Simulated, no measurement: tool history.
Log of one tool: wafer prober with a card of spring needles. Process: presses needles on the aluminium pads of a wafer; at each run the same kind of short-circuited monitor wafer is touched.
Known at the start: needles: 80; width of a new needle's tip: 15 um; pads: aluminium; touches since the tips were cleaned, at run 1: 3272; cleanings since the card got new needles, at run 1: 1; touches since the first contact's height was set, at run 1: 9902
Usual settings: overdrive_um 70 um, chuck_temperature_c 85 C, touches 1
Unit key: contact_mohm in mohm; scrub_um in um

run	hour	overdrive_um	chuck_temperature_c	touches	touches since the tips were cleaned	cleanings since the card got new needles	touches since the first contact's height was set	contact_mohm	scrub_um
1	0.0	70	85	1	3272	1	9902	211	18.56
# hour 3.4: tips cleaned on abrasive film
# hour 12.4: tips cleaned on abrasive film
2	13.9	70	85	1	995	3	19083	194	18.60
# hour 20.7: tips cleaned on abrasive film
3	25.6	70	85	1	3283	4	26813	215	18.53
# hour 29.2: tips cleaned on abrasive film
# hour 38.5: tips cleaned on abrasive film
4	38.5	66	85	1	0	6	35316	184	17.27
# hour 47.7: tips cleaned on abrasive film
5	52.0	66	85	1	2862	7	44301	211	17.63
# hour 56.5: tips cleaned on abrasive film
6	63.2	70	85	1	4521	8	51730	215	18.66
# hour 64.9: tips cleaned on abrasive film
# hour 67.0: tips cleaned on abrasive film, once more
7	73.6	70	85	2	4383	10	58538	200	18.49
# hour 76.2: tips cleaned on abrasive film
# hour 84.9: tips cleaned on abrasive film
8	88.3	70	85	1	2272	12	68215	205	18.30
# hour 93.8: tips cleaned on abrasive film
# hour 102.1: tips cleaned on abrasive film
9	104.6	70	85	1	1684	14	79041	202	18.36
# hour 110.5: tips cleaned on abrasive film
10	113.1	70	56	1	1741	15	84650	198	18.42
# hour 120.0: tips cleaned on abrasive film
11	126.3	70	56	2	4177	16	93367	195	18.30
# hour 128.1: tips cleaned on abrasive film
12	135.4	70	85	1	4842	17	99386	220	18.37
# hour 136.8: tips cleaned on abrasive film
13	143.4	70	116	1	4414	18	104687	224	18.16
# hour 145.7: tips cleaned on abrasive film
14	151.3	70	116	1	3713	19	109913	220	18.21
# hour 154.6: tips cleaned on abrasive film
15	160.1	70	85	2	3686	20	115757	202	18.26
# hour 162.8: tips cleaned on abrasive film
# hour 170.9: tips cleaned on abrasive film
16	171.9	70	85	2	669	22	123532	186	18.18
# hour 180.1: tips cleaned on abrasive film
17	180.5	72	35	1	274	23	129187	175	18.69
# hour 189.5: tips cleaned on abrasive film
18	195.8	72	35	1	4253	24	139363	213	18.48
# hour 198.4: tips cleaned on abrasive film
# hour 207.0: tips cleaned on abrasive film
19	207.7	72	86	2	491	26	147214	183	18.75
# hour 215.9: tips cleaned on abrasive film
20	221.1	72	86	2	3483	27	156090	202	18.49
# hour 224.0: tips cleaned on abrasive film
21	229.4	60	85	2	3638	28	161586	211	15.26
# hour 233.2: tips cleaned on abrasive film
# hour 242.4: tips cleaned on abrasive film
22	244.3	60	78	2	1245	30	171385	198	15.32
# hour 251.8: tips cleaned on abrasive film
23	251.8	60	78	2	0	31	176350	186	15.40
# hour 253.7: height of the first contact set anew
# hour 260.2: tips cleaned on abrasive film
24	266.5	52	35	3	4209	32	8492	200	13.80
# hour 269.7: tips cleaned on abrasive film
# hour 278.6: tips cleaned on abrasive film
25	281.1	70	95	1	1678	34	18131	198	18.59
# hour 288.0: tips cleaned on abrasive film
# hour 296.6: tips cleaned on abrasive film
26	296.6	70	95	1	0	36	28329	185	18.42
# hour 305.0: tips cleaned on abrasive film
27	312.9	70	95	1	5291	37	39161	225	18.30
# hour 314.1: tips cleaned on abrasive film
28	322.0	70	48	1	5280	38	45188	220	18.51
# hour 323.2: tips cleaned on abrasive film
# hour 331.8: tips cleaned on abrasive film
29	332.8	87	48	1	621	40	52261	178	22.91
# hour 341.3: tips cleaned on abrasive film
30	346.7	77	44	2	3602	41	61497	187	20.24
# hour 349.6: tips cleaned on abrasive film
# hour 358.7: tips cleaned on abrasive film
31	360.9	79	35	1	1423	43	70870	188	20.56

Below are 5 alternative next runs, each starting from the tool's condition after run 31. Predict each:
# hour 367.2: tips cleaned on abrasive film
A	370.1	83	49	2	1934	44	76969	?	?
# hour 367.2: tips cleaned on abrasive film
B	370.1	82	25	1	1934	44	76969	?	?
# hour 367.2: tips cleaned on abrasive film
C	370.1	70	35	1	1934	44	76969	?	?
# hour 367.2: tips cleaned on abrasive film
D	370.1	70	85	1	1934	44	76969	?	?
# hour 367.2: tips cleaned on abrasive film
E	370.1	63	73	1	1934	44	76969	?	?

run	contact_mohm	scrub_um
A	183	21.75
B	186	21.40
C	198	18.42
D	210	18.31
E	212	16.40
Had the tool no hidden state, the same runs would have come out as:
run	contact_mohm	scrub_um
A	169	22.06
B	163	21.70
C	168	18.73
D	181	18.62
E	178	16.71
